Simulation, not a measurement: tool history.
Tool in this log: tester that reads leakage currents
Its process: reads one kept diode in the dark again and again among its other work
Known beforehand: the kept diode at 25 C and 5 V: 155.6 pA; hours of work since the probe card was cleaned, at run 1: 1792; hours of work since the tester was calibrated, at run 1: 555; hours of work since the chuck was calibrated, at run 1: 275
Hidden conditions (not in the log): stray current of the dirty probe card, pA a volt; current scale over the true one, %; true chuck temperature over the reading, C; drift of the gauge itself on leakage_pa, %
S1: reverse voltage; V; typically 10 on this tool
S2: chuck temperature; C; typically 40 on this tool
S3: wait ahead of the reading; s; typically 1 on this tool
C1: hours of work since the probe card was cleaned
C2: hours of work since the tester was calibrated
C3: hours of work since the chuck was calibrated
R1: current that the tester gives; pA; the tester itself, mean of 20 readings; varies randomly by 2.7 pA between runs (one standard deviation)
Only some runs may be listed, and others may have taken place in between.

run     day    S1  S2    S3    C1   C2   C3       R1
  1       0    10  40     1  1792  555  275   881.16
  2   1.133    10  40     1  1811  574  294   878.23
  3   1.767    10  40  4.68  1822  585  305    871.9
  4   2.783    10  40     1  1839  602  322   875.42
  5   3.529    10  40     1  1851  614  334   872.72
  6   4.808    10  40     1  1872  636  355   870.22
  7   5.492    10  40     1  1884  647  367   871.82
  8   6.658  11.9  47     1  1903  666  386  1723.48
  9   7.658   6.7  22  1.18  1920  683  403   136.99
 10   8.883   8.2  22  3.41  1940  704  423   151.39
 11   9.604    10  40  6.47  1953  716  435   863.57
 12   10.45  18.1  40     1  1967  730  449   1205.2
 13  11.842   4.2  27  2.37  1990  753  473   166.74

Here are 3 independent what-if runs from the current tool condition. What would each one return?
  A  13.179   10  40  5.47  2012  775  495   ?
  B  13.179  1.3  46  0.74  2012  775  495   ?
  C  13.179   10  32  1.31  2012  775  495   ?

run      R1
  A  858.44
  B  459.28
  C   426.9
Without the tool's unlogged condition, the same runs would have read:
run      R1
  A  887.19
  B  475.47
  C  440.15
